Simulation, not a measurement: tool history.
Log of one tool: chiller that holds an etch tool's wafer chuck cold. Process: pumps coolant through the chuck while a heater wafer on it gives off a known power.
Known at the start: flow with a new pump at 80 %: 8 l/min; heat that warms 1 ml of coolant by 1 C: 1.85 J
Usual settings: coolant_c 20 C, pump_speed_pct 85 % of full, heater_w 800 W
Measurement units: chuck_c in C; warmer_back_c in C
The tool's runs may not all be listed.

{"run": 1, "hour": 0.0, "coolant_c": 20, "pump_speed_pct": 85, "heater_w": 800, "chuck_c": 30.8, "warmer_back_c": 3.16}
{"run": 2, "hour": 100.2, "coolant_c": 20, "pump_speed_pct": 85, "heater_w": 800, "chuck_c": 30.7, "warmer_back_c": 3.16}
{"run": 3, "hour": 158.1, "coolant_c": 20, "pump_speed_pct": 85, "heater_w": 800, "chuck_c": 30.8, "warmer_back_c": 3.13}
{"run": 4, "hour": 221.4, "coolant_c": 20, "pump_speed_pct": 85, "heater_w": 800, "chuck_c": 30.9, "warmer_back_c": 3.2}
{"run": 5, "hour": 311.0, "coolant_c": 20, "pump_speed_pct": 85, "heater_w": 800, "chuck_c": 30.9, "warmer_back_c": 3.17}
{"run": 6, "hour": 372.8, "coolant_c": 20, "pump_speed_pct": 85, "heater_w": 800, "chuck_c": 31.1, "warmer_back_c": 3.23}
{"run": 7, "hour": 460.8, "coolant_c": 20, "pump_speed_pct": 85, "heater_w": 1146, "chuck_c": 35.7, "warmer_back_c": 4.61}
{"run": 8, "hour": 534.8, "coolant_c": 20, "pump_speed_pct": 85, "heater_w": 1146, "chuck_c": 35.7, "warmer_back_c": 4.64}
{"run": 9, "hour": 583.7, "coolant_c": 20, "pump_speed_pct": 85, "heater_w": 1146, "chuck_c": 35.9, "warmer_back_c": 4.6}
{"run": 10, "hour": 635.0, "coolant_c": 20, "pump_speed_pct": 85, "heater_w": 800, "chuck_c": 31.2, "warmer_back_c": 3.21}
{"run": 11, "hour": 678.1, "coolant_c": 20, "pump_speed_pct": 85, "heater_w": 800, "chuck_c": 31.2, "warmer_back_c": 3.26}
{"run": 12, "hour": 766.0, "coolant_c": 20, "pump_speed_pct": 85, "heater_w": 971, "chuck_c": 33.7, "warmer_back_c": 4.04}
{"run": 13, "hour": 839.3, "coolant_c": 20, "pump_speed_pct": 85, "heater_w": 971, "chuck_c": 33.9, "warmer_back_c": 4}
{"run": 14, "hour": 918.1, "coolant_c": 20, "pump_speed_pct": 72, "heater_w": 971, "chuck_c": 35.8, "warmer_back_c": 4.79}
{"run": 15, "hour": 1003.0, "coolant_c": 20, "pump_speed_pct": 85, "heater_w": 800, "chuck_c": 31.5, "warmer_back_c": 3.26}
{"run": 16, "hour": 1090.3, "coolant_c": 20, "pump_speed_pct": 85, "heater_w": 800, "chuck_c": 31.7, "warmer_back_c": 3.27}
{"run": 17, "hour": 1144.5, "coolant_c": 20, "pump_speed_pct": 72, "heater_w": 429, "chuck_c": 27.4, "warmer_back_c": 2.13}
{"run": 18, "hour": 1238.9, "coolant_c": 11, "pump_speed_pct": 67, "heater_w": 916, "chuck_c": 27.2, "warmer_back_c": 4.94}
{"run": 19, "hour": 1285.5, "coolant_c": 11, "pump_speed_pct": 67, "heater_w": 916, "chuck_c": 27.3, "warmer_back_c": 4.91}
{"run": 20, "hour": 1346.2, "coolant_c": 12, "pump_speed_pct": 85, "heater_w": 978, "chuck_c": 26.3, "warmer_back_c": 4.04}
{"run": 21, "hour": 1434.7, "coolant_c": 13, "pump_speed_pct": 85, "heater_w": 437, "chuck_c": 19.8, "warmer_back_c": 1.78}
{"run": 22, "hour": 1476.2, "coolant_c": 13, "pump_speed_pct": 85, "heater_w": 437, "chuck_c": 19.6, "warmer_back_c": 1.79}
{"run": 23, "hour": 1557.5, "coolant_c": 13, "pump_speed_pct": 85, "heater_w": 437, "chuck_c": 19.9, "warmer_back_c": 1.84}
{"run": 24, "hour": 1622.9, "coolant_c": 24, "pump_speed_pct": 80, "heater_w": 1051, "chuck_c": 40.3, "warmer_back_c": 4.74}
{"hour": 1632.3, "done": "chiller's thermometer calibrated"}
{"run": 25, "hour": 1703.7, "coolant_c": 24, "pump_speed_pct": 78, "heater_w": 884, "chuck_c": 37.8, "warmer_back_c": 4.07}
{"run": 26, "hour": 1806.0, "coolant_c": 24, "pump_speed_pct": 60, "heater_w": 788, "chuck_c": 39.5, "warmer_back_c": 4.89}
{"run": 27, "hour": 1858.8, "coolant_c": 11, "pump_speed_pct": 95, "heater_w": 439, "chuck_c": 17.1, "warmer_back_c": 1.62}
{"hour": 1941.8, "done": "coolant changed, channels flushed"}
{"run": 28, "hour": 1956.3, "coolant_c": 16, "pump_speed_pct": 68, "heater_w": 434, "chuck_c": 22.7, "warmer_back_c": 2.36}
{"run": 29, "hour": 2019.7, "coolant_c": 23, "pump_speed_pct": 65, "heater_w": 413, "chuck_c": 29.5, "warmer_back_c": 2.36}
{"run": 30, "hour": 2070.6, "coolant_c": 24, "pump_speed_pct": 62, "heater_w": 1120, "chuck_c": 42.4, "warmer_back_c": 6.77}
{"run": 31, "hour": 2120.8, "coolant_c": 24, "pump_speed_pct": 62, "heater_w": 1120, "chuck_c": 42.5, "warmer_back_c": 6.77}

How would selected steps in chuck_c from run to run divide? Give the signed amount a tool lacking its hidden state would still show from settings, what came in and random variation, and the signed amount left for the hidden state, including any gauge scatter that is not in both of the compared results.
The hidden state here: heat passed by the chuck's channels, % of clean ones'; flow at a given pump speed, % of a new pump's; coolant's true temperature over the reading, C; drift of the gauge itself on chuck_c, C; drift of the gauge itself on warmer_back_c, C.
Run 17 -> 18: coolant_c 20 -> 11, pump_speed_pct 72 -> 67, heater_w 429 -> 916. chuck_c -0.2 C: hidden state +1.6, all else -1.8.
Run 23 -> 24: coolant_c 13 -> 24, pump_speed_pct 85 -> 80, heater_w 437 -> 1051. chuck_c +20.4 C: hidden state +2, all else +18.4.
Run 26 -> 27: coolant_c 24 -> 11, pump_speed_pct 60 -> 95, heater_w 788 -> 439. chuck_c -22.4 C: hidden state -1.9, all else -20.5.
Run 29 -> 30: coolant_c 23 -> 24, pump_speed_pct 65 -> 62, heater_w 413 -> 1120. chuck_c +12.9 C: hidden state +1, all else +11.9.

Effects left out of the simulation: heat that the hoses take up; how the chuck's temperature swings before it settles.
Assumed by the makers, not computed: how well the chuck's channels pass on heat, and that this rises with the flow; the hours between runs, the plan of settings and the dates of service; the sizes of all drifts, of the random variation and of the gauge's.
